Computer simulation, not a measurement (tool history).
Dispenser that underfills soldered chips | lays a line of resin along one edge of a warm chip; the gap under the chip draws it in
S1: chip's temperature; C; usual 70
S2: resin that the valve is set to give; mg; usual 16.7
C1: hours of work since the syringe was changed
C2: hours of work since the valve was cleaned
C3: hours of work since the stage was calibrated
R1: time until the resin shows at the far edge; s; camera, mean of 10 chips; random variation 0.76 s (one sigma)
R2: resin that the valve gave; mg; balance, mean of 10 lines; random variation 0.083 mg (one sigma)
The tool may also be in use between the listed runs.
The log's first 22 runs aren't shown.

| run | day | S1 | S2 | C1 | C2 | C3 | R1 | R2 |
|---|---|---|---|---|---|---|---|---|
| 23 | 3.825 | 65 | 18.3 | 2 | 42 | 158 | 90.2 | 17.85 |
| 24 | 3.925 | 68 | 16.3 | 4 | 44 | 159 | 90.4 | 15.89 |
| 25 | 4.054 | 84 | 21.4 | 6 | 46 | 162 | 60.2 | 20.81 |
| 26 | 4.212 | 83 | 20.6 | 8 | 49 | 164 | 68.7 | 20.05 |
| 27 | 4.400 | 58 | 20.0 | 11 | 52 | 167 | 173.0 | 19.59 |
|  | 4.429 | new syringe of resin |
| 28 | 4.621 | 70 | 14.4 | 3 | 55 | 171 | 84.7 | 13.89 |
| 29 | 4.762 | 55 | 19.9 | 5 | 58 | 173 | 139.9 | 19.12 |
| 30 | 4.858 | 65 | 19.9 | 7 | 59 | 174 | 108.1 | 19.19 |
| 31 | 5.000 | 65 | 19.9 | 9 | 61 | 177 | 119.4 | 19.31 |

4 options for the next run, each taken on its own from the tool as it stands now. Forecast them:
|  | 5.162 | new syringe of resin |
| A | 5.162 | 60 | 19.2 | 0 | 64 | 179 | ? | ? |
|  | 5.162 | new syringe of resin |
| B | 5.162 | 70 | 16.2 | 0 | 64 | 179 | ? | ? |
|  | 5.162 | new syringe of resin |
| C | 5.162 | 75 | 14.3 | 0 | 64 | 179 | ? | ? |
|  | 5.162 | new syringe of resin |
| D | 5.162 | 77 | 19.9 | 0 | 64 | 179 | ? | ? |

| run | R1 | R2 |
|---|---|---|
| A | 93.4 | 18.49 |
| B | 71.2 | 15.67 |
| C | 63.1 | 13.81 |
| D | 55.5 | 19.17 |
The same runs, with their run-to-run variation unchanged, on a tool lacking any hidden condition would have given:
| run | R1 | R2 |
|---|---|---|
| A | 94.1 | 19.15 |
| B | 71.4 | 16.23 |
| C | 63.0 | 14.31 |
| D | 56.0 | 19.86 |

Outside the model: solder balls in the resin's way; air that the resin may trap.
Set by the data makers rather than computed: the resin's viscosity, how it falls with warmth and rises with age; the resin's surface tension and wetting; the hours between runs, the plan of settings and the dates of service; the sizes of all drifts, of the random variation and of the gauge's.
